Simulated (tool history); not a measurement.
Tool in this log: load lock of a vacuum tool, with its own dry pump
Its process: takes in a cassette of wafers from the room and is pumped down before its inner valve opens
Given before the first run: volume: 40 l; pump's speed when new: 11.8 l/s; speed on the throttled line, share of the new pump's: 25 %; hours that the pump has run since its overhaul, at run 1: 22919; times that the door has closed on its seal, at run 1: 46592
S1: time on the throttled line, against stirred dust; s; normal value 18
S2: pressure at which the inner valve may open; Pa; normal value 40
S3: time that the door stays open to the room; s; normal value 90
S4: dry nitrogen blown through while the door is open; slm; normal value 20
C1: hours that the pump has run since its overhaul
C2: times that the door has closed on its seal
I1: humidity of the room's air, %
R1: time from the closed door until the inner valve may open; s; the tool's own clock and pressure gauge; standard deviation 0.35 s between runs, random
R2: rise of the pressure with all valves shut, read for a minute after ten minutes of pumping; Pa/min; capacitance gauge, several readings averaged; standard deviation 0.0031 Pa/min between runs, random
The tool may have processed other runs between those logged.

run 1 hour=0.0 | S1=18 S2=40 S3=90 S4=20 | C1=22919 C2=46592 | I1=43.4 | R1=46.3 R2=0.175
run 2 hour=366.3 | S1=18 S2=40 S3=90 S4=20 | C1=23285 C2=47937 | I1=44.8 | R1=46.1 R2=0.185
run 3 hour=603.8 | S1=18 S2=40 S3=90 S4=8 | C1=23523 C2=48809 | I1=44.5 | R1=46.6 R2=0.206
run 4 hour=841.5 | S1=18 S2=40 S3=90 S4=20 | C1=23761 C2=49682 | I1=43.1 | R1=46.0 R2=0.196
run 5 hour=1100.0 | S1=18 S2=40 S3=90 S4=20 | C1=24019 C2=50632 | I1=41.2 | R1=46.0 R2=0.194
run 6 hour=1316.1 | S1=18 S2=40 S3=90 S4=20 | C1=24235 C2=51425 | I1=43.6 | R1=45.8 R2=0.198
run 7 hour=1496.5 | S1=20 S2=40 S3=90 S4=20 | C1=24416 C2=52088 | I1=43.0 | R1=47.7 R2=0.198
run 8 hour=1701.3 | S1=18 S2=40 S3=90 S4=20 | C1=24620 C2=52840 | I1=43.7 | R1=47.3 R2=0.203
-- hour=1820.7 dry pump taken out, an overhauled one fitted
run 9 hour=1970.8 | S1=15 S2=40 S3=90 S4=20 | C1=150 C2=53808 | I1=43.0 | R1=38.4 R2=0.212
run 10 hour=2251.6 | S1=15 S2=40 S3=90 S4=20 | C1=431 C2=54839 | I1=43.6 | R1=37.5 R2=0.216
run 11 hour=2486.6 | S1=15 S2=40 S3=90 S4=20 | C1=666 C2=55703 | I1=44.6 | R1=37.4 R2=0.222
run 12 hour=2745.3 | S1=15 S2=40 S3=90 S4=20 | C1=925 C2=56653 | I1=45.9 | R1=37.8 R2=0.232
run 13 hour=3076.0 | S1=18 S2=40 S3=90 S4=20 | C1=1255 C2=57867 | I1=48.2 | R1=39.8 R2=0.233
run 14 hour=3498.0 | S1=18 S2=40 S3=90 S4=20 | C1=1677 C2=59417 | I1=47.2 | R1=40.4 R2=0.237
run 15 hour=3755.7 | S1=18 S2=40 S3=114 S4=9 | C1=1935 C2=60364 | I1=45.4 | R1=40.1 R2=0.271
run 16 hour=4017.0 | S1=18 S2=73 S3=58 S4=9 | C1=2196 C2=61323 | I1=46.5 | R1=38.7 R2=0.254
run 17 hour=4458.0 | S1=18 S2=40 S3=32 S4=11 | C1=2637 C2=62943 | I1=45.8 | R1=40.3 R2=0.238
run 18 hour=4760.0 | S1=18 S2=40 S3=56 S4=20 | C1=2939 C2=64052 | I1=44.5 | R1=40.1 R2=0.251
run 19 hour=5043.0 | S1=28 S2=40 S3=56 S4=11 | C1=3222 C2=65092 | I1=44.8 | R1=48.0 R2=0.272
run 20 hour=5454.4 | S1=18 S2=57 S3=240 S4=20 | C1=3634 C2=66603 | I1=46.6 | R1=39.8 R2=0.320
run 21 hour=5653.7 | S1=18 S2=57 S3=240 S4=20 | C1=3833 C2=67335 | I1=43.8 | R1=39.5 R2=0.315
run 22 hour=5853.1 | S1=10 S2=74 S3=90 S4=20 | C1=4032 C2=68067 | I1=42.9 | R1=32.6 R2=0.282
run 23 hour=6065.5 | S1=11 S2=66 S3=46 S4=25 | C1=4245 C2=68847 | I1=48.3 | R1=34.1 R2=0.270
run 24 hour=6322.6 | S1=11 S2=66 S3=46 S4=25 | C1=4502 C2=69791 | I1=47.8 | R1=34.6 R2=0.277
run 25 hour=6762.0 | S1=11 S2=66 S3=46 S4=25 | C1=4941 C2=71405 | I1=47.3 | R1=33.6 R2=0.283
run 26 hour=7060.7 | S1=11 S2=66 S3=46 S4=25 | C1=5240 C2=72502 | I1=45.4 | R1=34.5 R2=0.287
run 27 hour=7396.2 | S1=18 S2=40 S3=90 S4=5 | C1=5575 C2=73734 | I1=41.8 | R1=40.9 R2=0.342
run 28 hour=7820.0 | S1=34 S2=40 S3=74 S4=43 | C1=5999 C2=75291 | I1=44.2 | R1=52.9 R2=0.312

Table of differences, measured result less the result of that run with no hidden state. Run-to-run variation is the same in both. Gauge scatter possibly is not:
What the log doesn't record here: pump's speed, % of a new pump's; leak at the door's seal, Pa l/s; drift of the gauge itself on ready_s, %; drift of the gauge itself on rise_pa_min, %.
run=1 R1=+5.8 R2=+0.120
run=2 R1=+5.9 R2=+0.126
run=3 R1=+6.2 R2=+0.128
run=4 R1=+6.1 R2=+0.134
run=5 R1=+6.3 R2=+0.139
run=6 R1=+6.3 R2=+0.143
run=7 R1=+6.3 R2=+0.144
run=8 R1=+6.6 R2=+0.150
run=9 R1=-0.2 R2=+0.153
run=10 R1=-0.1 R2=+0.158
run=11 R1=+0.0 R2=+0.161
run=12 R1=+0.0 R2=+0.169
run=13 R1=+0.1 R2=+0.173
run=14 R1=+0.2 R2=+0.179
run=15 R1=+0.2 R2=+0.181
run=16 R1=+0.3 R2=+0.190
run=17 R1=+0.4 R2=+0.194
run=18 R1=+0.6 R2=+0.208
run=19 R1=+0.5 R2=+0.211
run=20 R1=+0.7 R2=+0.220
run=21 R1=+0.7 R2=+0.222
run=22 R1=+0.8 R2=+0.228
run=23 R1=+0.9 R2=+0.227
run=24 R1=+1.0 R2=+0.234
run=25 R1=+1.0 R2=+0.242
run=26 R1=+1.1 R2=+0.251
run=27 R1=+1.2 R2=+0.258
run=28 R1=+1.1 R2=+0.272
